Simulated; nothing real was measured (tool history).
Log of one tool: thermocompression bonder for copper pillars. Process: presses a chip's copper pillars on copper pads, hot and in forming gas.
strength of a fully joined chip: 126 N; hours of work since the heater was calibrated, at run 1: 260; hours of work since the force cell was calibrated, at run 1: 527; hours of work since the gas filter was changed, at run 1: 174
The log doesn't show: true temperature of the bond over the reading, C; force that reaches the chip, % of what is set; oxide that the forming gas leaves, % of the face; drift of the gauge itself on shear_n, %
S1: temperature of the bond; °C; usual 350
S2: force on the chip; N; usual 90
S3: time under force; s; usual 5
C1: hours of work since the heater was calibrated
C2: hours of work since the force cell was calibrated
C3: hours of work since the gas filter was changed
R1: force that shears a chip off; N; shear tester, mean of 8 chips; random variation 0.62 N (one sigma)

Run 1, hour 0: usual settings; C1 260; C2 527; C3 174. Result: R1 84.8 N.
Run 2, hour 14.3: usual settings; C1 268; C2 534; C3 182. Result: R1 84.4 N.
Run 3, hour 30.3: usual settings; C1 276; C2 543; C3 191. Result: R1 84.2 N.
Run 4, hour 46: usual settings; C1 285; C2 552; C3 199. Result: R1 83.5 N.
Run 5, hour 58.7: usual settings; C1 292; C2 558; C3 206. Result: R1 83.3 N.
At hour 67.9: forming gas filter changed.
Run 6, hour 76: usual settings; C1 301; C2 567; C3 4. Result: R1 91.4 N.
Run 7, hour 91.2: usual settings but S2 109 N; C1 309; C2 576; C3 13. Result: R1 99.8 N.
Run 8, hour 107.4: usual settings but S2 109 N; C1 317; C2 584; C3 21. Result: R1 99.3 N.
Run 9, hour 131: usual settings but S2 109 N; C1 330; C2 597; C3 34. Result: R1 98.2 N.
Run 10, hour 154.9: usual settings but S2 109 N; C1 343; C2 610; C3 47. Result: R1 97 N.
Run 11, hour 166.8: usual settings but S1 320 °C; C1 349; C2 616; C3 53. Result: R1 68.5 N.
At hour 170.2: heater calibrated with a thermocouple chip.
Run 12, hour 184: usual settings but S3 3 s; C1 7; C2 625; C3 61. Result: R1 77.4 N.
Run 13, hour 201.1: usual settings but S3 3 s; C1 17; C2 634; C3 71. Result: R1 76.1 N.
Run 14, hour 216.9: usual settings but S2 92 N; C1 25; C2 642; C3 79. Result: R1 88.8 N.
Run 15, hour 238.3: usual settings but S2 66 N; C1 37; C2 654; C3 91. Result: R1 73 N.
At hour 246.2: heater calibrated with a thermocouple chip, once more.
Run 16, hour 256: usual settings but S2 66 N; C1 5; C2 662; C3 99. Result: R1 72.4 N.
Run 17, hour 268.4: usual settings but S2 63 N; C1 12; C2 669; C3 106. Result: R1 70.7 N.
Run 18, hour 286.3: usual settings; C1 22; C2 679; C3 116. Result: R1 87.9 N.
Run 19, hour 306.1: usual settings but S2 71 N; C1 32; C2 689; C3 126. Result: R1 76.3 N.
Run 20, hour 317.3: usual settings but S2 71 N; C1 38; C2 695; C3 132. Result: R1 75.3 N.
Run 21, hour 337.2: usual settings but S2 71 N; C1 49; C2 706; C3 143. Result: R1 75.1 N.
Run 22, hour 352.2: usual settings but S2 109 N, S3 11 s; C1 57; C2 714; C3 151. Result: R1 108.2 N.
Run 23, hour 366.1: usual settings but S3 9 s; C1 65; C2 722; C3 158. Result: R1 97.7 N.
Run 24, hour 384.9: usual settings but S3 9 s; C1 75; C2 732; C3 169. Result: R1 97 N.
Run 25, hour 403.9: usual settings but S3 9 s; C1 85; C2 742; C3 179. Result: R1 96 N.
Run 26, hour 415.3: usual settings but S1 325 °C, S2 95 N, S3 4 s; C1 91; C2 748; C3 185. Result: R1 66.1 N.
Run 27, hour 430.9: usual settings but S1 326 °C, S2 88 N, S3 4 s; C1 100; C2 757; C3 193. Result: R1 63.4 N.
Run 28, hour 453.5: usual settings but S1 326 °C, S2 88 N, S3 4 s; C1 112; C2 769; C3 206. Result: R1 62.4 N.
At hour 465: forming gas filter changed.
Run 29, hour 468.3: usual settings but S1 361 °C, S2 88 N, S3 4 s; C1 119; C2 776; C3 2. Result: R1 91.9 N.
Run 30, hour 489.5: usual settings but S1 367 °C, S2 133 N, S3 13 s; C1 131; C2 788; C3 13. Result: R1 123.2 N.
Run 31, hour 501.8: usual settings but S1 370 °C, S2 129 N; C1 137; C2 794; C3 20. Result: R1 114.9 N.
Run 32, hour 512.7: usual settings but S1 370 °C, S2 129 N; C1 143; C2 800; C3 26. Result: R1 113.3 N.
Run 33, hour 531.3: usual settings but S1 358 °C, S3 7 s; C1 153; C2 810; C3 36. Result: R1 101.4 N.
Run 34, hour 545.2: usual settings but S1 355 °C, S2 60 N; C1 161; C2 818; C3 43. Result: R1 72.1 N.
Run 35, hour 565.5: usual settings but S1 342 °C, S3 11 s; C1 172; C2 829; C3 54. Result: R1 99.4 N.
Run 36, hour 583.4: usual settings but S1 342 °C, S3 11 s; C1 181; C2 838; C3 64. Result: R1 100.3 N.
Run 37, hour 598.8: usual settings but S1 342 °C, S3 11 s; C1 190; C2 847; C3 72. Result: R1 98.8 N.
Run 38, hour 609.9: usual settings but S1 336 °C, S2 89 N; C1 196; C2 853; C3 78. Result: R1 78.3 N.
Run 39, hour 625.5: usual settings but S1 336 °C, S2 89 N; C1 204; C2 861; C3 86. Result: R1 78.5 N.
Run 40, hour 648.6: usual settings but S1 336 °C, S2 106 N, S3 9 s; C1 217; C2 874; C3 99. Result: R1 98.3 N.

4 ways to go on from here, each from the tool as it stands after run 40. What would each give?
Run A, hour 660.2: usual settings but S1 336 °C, S2 106 N, S3 12 s; C1 223; C2 880; C3 105. Result: R1 ?.
Run B, hour 660.2: usual settings but S1 347 °C, S2 66 N; C1 223; C2 880; C3 105. Result: R1 ?.
Run C, hour 660.2: usual settings but S1 351 °C, S2 111 N, S3 11 s; C1 223; C2 880; C3 105. Result: R1 ?.
Run D, hour 660.2: usual settings but S1 337 °C, S2 71 N, S3 8 s; C1 223; C2 880; C3 105. Result: R1 ?.

run     R1
  A    104
  B   69.8
  C  110.8
  D   77.5
Without the tool's hidden state the same runs would have given:
run     R1
  A  110.8
  B   75.9
  C  117.2
  D     84
